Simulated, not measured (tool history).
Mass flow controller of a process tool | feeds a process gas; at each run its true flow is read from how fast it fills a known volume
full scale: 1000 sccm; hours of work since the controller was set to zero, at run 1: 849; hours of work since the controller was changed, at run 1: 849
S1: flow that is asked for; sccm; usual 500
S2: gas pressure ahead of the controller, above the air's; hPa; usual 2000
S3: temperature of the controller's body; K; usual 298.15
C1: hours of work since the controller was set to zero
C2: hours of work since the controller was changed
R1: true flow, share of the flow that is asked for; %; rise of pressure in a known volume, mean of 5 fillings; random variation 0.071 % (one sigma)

run	hour	S1	S2	S3	C1	C2	R1
1	0.0	500	2000	298.15	849	849	99.30
2	168.0	500	2000	298.15	981	981	99.35
3	304.8	500	2000	298.15	1089	1089	99.44
4	374.0	500	2000	298.15	1143	1143	99.34
5	537.4	469	2000	298.15	1271	1271	99.35
6	654.5	500	1840	298.15	1363	1363	99.38
7	763.1	500	1840	298.15	1449	1449	99.52
8	857.9	500	1840	300.15	1523	1523	99.35
9	958.5	581	2000	298.15	1602	1602	99.56
10	1033.5	581	2000	298.15	1661	1661	99.70
11	1172.2	581	2000	298.15	1770	1770	99.64
12	1250.8	500	1410	298.15	1832	1832	99.26
13	1364.0	500	1410	298.15	1921	1921	99.32
14	1529.3	500	1410	298.15	2050	2050	99.29
15	1660.6	500	2000	308.15	2153	2153	99.06
16	1756.0	727	2000	298.15	2228	2228	99.90
17	1901.3	727	2000	298.15	2343	2343	99.92
18	1994.6	271	2000	298.15	2416	2416	98.49
19	2111.2	271	2000	298.15	2507	2507	98.37
20	2225.2	392	1750	298.15	2597	2597	99.02
21	2382.0	392	1750	298.15	2720	2720	99.04
22	2530.1	155	1750	308.15	2836	2836	96.01
23	2656.8	768	2130	298.15	2936	2936	100.11
24	2814.3	593	2130	295.15	3059	3059	99.96
25	2957.2	942	1430	307.15	3172	3172	100.09
26	3097.8	115	1600	300.15	3282	3282	94.26
27	3230.7	500	1620	298.15	3386	3386	99.67
28	3391.8	500	2000	302.15	3513	3513	99.50
29	3467.3	500	1860	302.15	3572	3572	99.31
30	3598.6	500	1860	302.15	3675	3675	99.42
31	3685.2	500	2000	296.15	3743	3743	99.66
32	3774.9	500	2020	294.15	3814	3814	99.85

5 ways to go on from here, each from the tool as it stands after run 32. What would each give?
A	3867.6	155	1730	312.15	3887	3887	?
B	3867.6	482	2020	302.15	3887	3887	?
C	3867.6	329	2000	294.15	3887	3887	?
D	3867.6	271	2000	304.15	3887	3887	?
E	3867.6	500	1520	298.15	3887	3887	?

run	R1
A	95.13
B	99.45
C	98.72
D	97.70
E	99.50
Without the tool's hidden state the same runs would have given:
run	R1
A	98.90
B	99.50
C	99.59
D	99.13
E	99.49

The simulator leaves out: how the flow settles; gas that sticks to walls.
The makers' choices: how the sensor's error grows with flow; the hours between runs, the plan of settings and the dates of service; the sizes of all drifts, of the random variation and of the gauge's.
